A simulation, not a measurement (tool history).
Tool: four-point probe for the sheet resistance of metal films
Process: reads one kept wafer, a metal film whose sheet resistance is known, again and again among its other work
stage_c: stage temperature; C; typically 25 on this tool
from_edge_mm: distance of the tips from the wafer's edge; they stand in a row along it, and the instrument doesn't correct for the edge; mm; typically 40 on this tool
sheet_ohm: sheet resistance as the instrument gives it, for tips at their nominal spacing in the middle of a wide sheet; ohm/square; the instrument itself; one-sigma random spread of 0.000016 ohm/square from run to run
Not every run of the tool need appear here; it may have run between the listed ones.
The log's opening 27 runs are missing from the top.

Run 28, hour 470.7: usual settings but from_edge_mm 11 mm. Result: sheet_ohm 0.082333 ohm/square.
Run 29, hour 481.4: usual settings but stage_c 26 C, from_edge_mm 6 mm. Result: sheet_ohm 0.082592 ohm/square.
Run 30, hour 504.3: usual settings but stage_c 22 C, from_edge_mm 20 mm. Result: sheet_ohm 0.082584 ohm/square.
Run 31, hour 514.9: usual settings but stage_c 30 C, from_edge_mm 20 mm. Result: sheet_ohm 0.081719 ohm/square.
Run 32, hour 533.6: usual settings but from_edge_mm 6 mm. Result: sheet_ohm 0.082683 ohm/square.
Run 33, hour 549.7: usual settings but from_edge_mm 6 mm. Result: sheet_ohm 0.082743 ohm/square.
Run 34, hour 572.5: usual settings but from_edge_mm 6 mm. Result: sheet_ohm 0.082720 ohm/square.
Run 35, hour 583.8: usual settings but stage_c 27 C, from_edge_mm 45 mm. Result: sheet_ohm 0.082047 ohm/square.
Run 36, hour 601.8: usual settings but stage_c 28 C, from_edge_mm 9 mm. Result: sheet_ohm 0.082115 ohm/square.
Run 37, hour 624.5: usual settings but stage_c 27 C, from_edge_mm 6 mm. Result: sheet_ohm 0.082512 ohm/square.
Run 38, hour 641.2: usual settings but stage_c 18 C, from_edge_mm 8 mm. Result: sheet_ohm 0.083299 ohm/square.
Run 39, hour 662.5: usual settings but stage_c 22 C, from_edge_mm 6 mm. Result: sheet_ohm 0.083104 ohm/square.
Run 40, hour 684.6: usual settings but stage_c 19 C, from_edge_mm 47 mm. Result: sheet_ohm 0.082952 ohm/square.
Run 41, hour 704.0: usual settings but stage_c 21 C, from_edge_mm 14 mm. Result: sheet_ohm 0.082774 ohm/square.
Run 42, hour 717.5: usual settings but stage_c 34 C, from_edge_mm 3 mm. Result: sheet_ohm 0.083290 ohm/square.
Run 43, hour 732.0: usual settings but stage_c 20 C, from_edge_mm 6 mm. Result: sheet_ohm 0.083341 ohm/square.
Run 44, hour 746.8: usual settings but stage_c 26 C, from_edge_mm 21 mm. Result: sheet_ohm 0.082228 ohm/square.
Run 45, hour 767.6: usual settings but stage_c 23 C, from_edge_mm 41 mm. Result: sheet_ohm 0.082561 ohm/square.
Run 46, hour 781.0: usual settings but stage_c 23 C, from_edge_mm 41 mm. Result: sheet_ohm 0.082548 ohm/square.

Predict each of these 3 candidate next runs independently; none follows another, all start after run 46:
Run A, hour 790.6: usual settings but stage_c 27 C, from_edge_mm 8 mm. Result: sheet_ohm ?.
Run B, hour 790.6: usual settings but stage_c 33 C, from_edge_mm 5 mm. Result: sheet_ohm ?.
Run C, hour 790.6: usual settings but stage_c 19 C, from_edge_mm 7 mm. Result: sheet_ohm ?.

run  sheet_ohm
  A   0.082347
  B   0.082172
  C   0.083340
Had the tool no hidden state, the same runs would have come out as:
run  sheet_ohm
  A   0.082418
  B   0.082243
  C   0.083412
